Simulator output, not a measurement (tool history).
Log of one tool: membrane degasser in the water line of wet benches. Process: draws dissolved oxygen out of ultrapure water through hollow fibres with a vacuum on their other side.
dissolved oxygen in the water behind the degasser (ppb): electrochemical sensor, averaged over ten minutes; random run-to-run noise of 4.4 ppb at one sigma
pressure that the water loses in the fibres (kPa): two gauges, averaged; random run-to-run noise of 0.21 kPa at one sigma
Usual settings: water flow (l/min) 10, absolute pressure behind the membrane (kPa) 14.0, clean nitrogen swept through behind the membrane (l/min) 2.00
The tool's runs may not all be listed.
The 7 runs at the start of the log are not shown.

| run | hour | water flow (l/min) | absolute pressure behind the membrane (kPa) | clean nitrogen swept through behind the membrane (l/min) | hours since the membrane was changed | hours since the vacuum gauge was calibrated | hours since the vacuum lines were made tight | dissolved oxygen in the water behind the degasser (ppb) | pressure that the water loses in the fibres (kPa) |
|---|---|---|---|---|---|---|---|---|---|
| 8 | 304.5 | 10 | 14.0 | 1.04 | 1829 | 264 | 9945 | 548.6 | 48.15 |
| 9 | 353.4 | 10 | 14.0 | 2.00 | 1877 | 313 | 9994 | 454.4 | 48.65 |
| 10 | 402.3 | 10 | 14.0 | 2.00 | 1926 | 362 | 10043 | 451.3 | 48.49 |
| 11 | 458.1 | 10 | 14.0 | 2.00 | 1982 | 418 | 10099 | 434.8 | 48.48 |
| 12 | 491.7 | 10 | 14.0 | 2.00 | 2016 | 452 | 10132 | 442.9 | 48.44 |
| 13 | 532.9 | 10 | 14.0 | 1.40 | 2057 | 493 | 10174 | 492.7 | 48.30 |
| 14 | 589.2 | 10 | 14.0 | 2.71 | 2113 | 549 | 10230 | 416.5 | 48.77 |
| 15 | 634.3 | 10 | 14.0 | 2.00 | 2158 | 594 | 10275 | 445.8 | 48.45 |
| 16 | 665.1 | 10 | 14.0 | 2.00 | 2189 | 625 | 10306 | 446.8 | 48.72 |
| 17 | 709.9 | 10 | 14.0 | 2.00 | 2234 | 670 | 10351 | 448.4 | 48.60 |
| 18 | 738.9 | 13 | 15.1 | 2.60 | 2263 | 699 | 10380 | 742.5 | 63.24 |
| 19 | 766.0 | 10 | 14.0 | 1.07 | 2290 | 726 | 10407 | 553.3 | 48.38 |
| 20 | 798.6 | 7 | 13.0 | 1.33 | 2323 | 758 | 10439 | 222.3 | 33.67 |
| 21 | 848.6 | 10 | 13.0 | 1.33 | 2373 | 808 | 10489 | 497.4 | 48.81 |
| 22 | 890.2 | 10 | 13.0 | 1.33 | 2414 | 850 | 10531 | 487.3 | 48.44 |
| 23 | 936.4 | 7 | 16.8 | 0.87 | 2460 | 896 | 10577 | 363.3 | 33.91 |
| 24 | 993.9 | 9 | 25.9 | 1.01 | 2518 | 954 | 10635 | 695.2 | 43.41 |
| 25 | 1024.7 | 14 | 16.2 | 2.00 | 2549 | 985 | 10665 | 926.9 | 68.13 |
| 26 | 1069.5 | 14 | 16.2 | 2.00 | 2594 | 1029 | 10710 | 907.0 | 67.98 |
| 27 | 1097.9 | 7 | 34.4 | 1.40 | 2622 | 1058 | 10739 | 475.2 | 33.84 |

Run 28 is up next; what results do you expect?
| 28 | 1146.2 | 7 | 14.0 | 2.00 | 2670 | 1106 | 10787 | ? | ? |

dissolved oxygen in the water behind the degasser (ppb): 191.0
pressure that the water loses in the fibres (kPa): 34.09
On a tool with no hidden condition, and with the same random variation, this run would have come out at dissolved oxygen in the water behind the degasser (ppb) 182.0, pressure that the water loses in the fibres (kPa) 33.73.

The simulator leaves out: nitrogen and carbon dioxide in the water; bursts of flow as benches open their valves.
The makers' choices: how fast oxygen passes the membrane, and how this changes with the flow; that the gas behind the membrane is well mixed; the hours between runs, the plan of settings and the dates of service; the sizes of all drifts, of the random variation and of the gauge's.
